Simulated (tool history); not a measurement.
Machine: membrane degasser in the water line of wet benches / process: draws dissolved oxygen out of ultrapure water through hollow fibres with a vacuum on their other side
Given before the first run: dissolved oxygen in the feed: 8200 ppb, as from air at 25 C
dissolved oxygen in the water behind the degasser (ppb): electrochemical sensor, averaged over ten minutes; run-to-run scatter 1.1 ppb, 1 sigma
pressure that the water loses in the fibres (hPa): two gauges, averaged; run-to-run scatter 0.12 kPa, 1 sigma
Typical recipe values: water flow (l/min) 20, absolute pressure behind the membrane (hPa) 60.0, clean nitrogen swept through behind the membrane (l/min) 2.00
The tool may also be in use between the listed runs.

run	day	water flow (l/min)	absolute pressure behind the membrane (hPa)	clean nitrogen swept through behind the membrane (l/min)	dissolved oxygen in the water behind the degasser (ppb)	pressure that the water loses in the fibres (hPa)
1	0.000	20	60.0	2.00	118.4	403.2
2	10.383	20	122.1	2.00	254.4	404.0
3	22.475	20	122.1	2.00	263.2	403.8
4	37.496	20	104.4	2.00	221.4	405.0
5	47.275	20	60.0	2.00	121.9	405.7
6	57.417	20	75.8	2.00	159.8	406.2
7	67.221	20	75.8	2.00	159.2	409.1
8	78.525	15	60.0	2.00	67.8	306.2
9	87.412	20	82.4	2.00	179.4	409.5
10	93.617	20	82.4	2.00	175.7	407.6
11	106.854	20	82.4	2.00	181.3	409.9
12	121.975	20	82.4	2.00	180.3	411.8
13	136.629	20	78.9	2.00	174.1	412.0

For run 14, what comes out?
14	146.121	14	137.3	3.16	?	?

{"run 14": {"dissolved oxygen in the water behind the degasser (ppb)": 129.7, "pressure that the water loses in the fibres (hPa)": 289.1}}
With no hidden state in the tool, this same run would have given dissolved oxygen in the water behind the degasser (ppb) 119.9, pressure that the water loses in the fibres (hPa) 276.9.
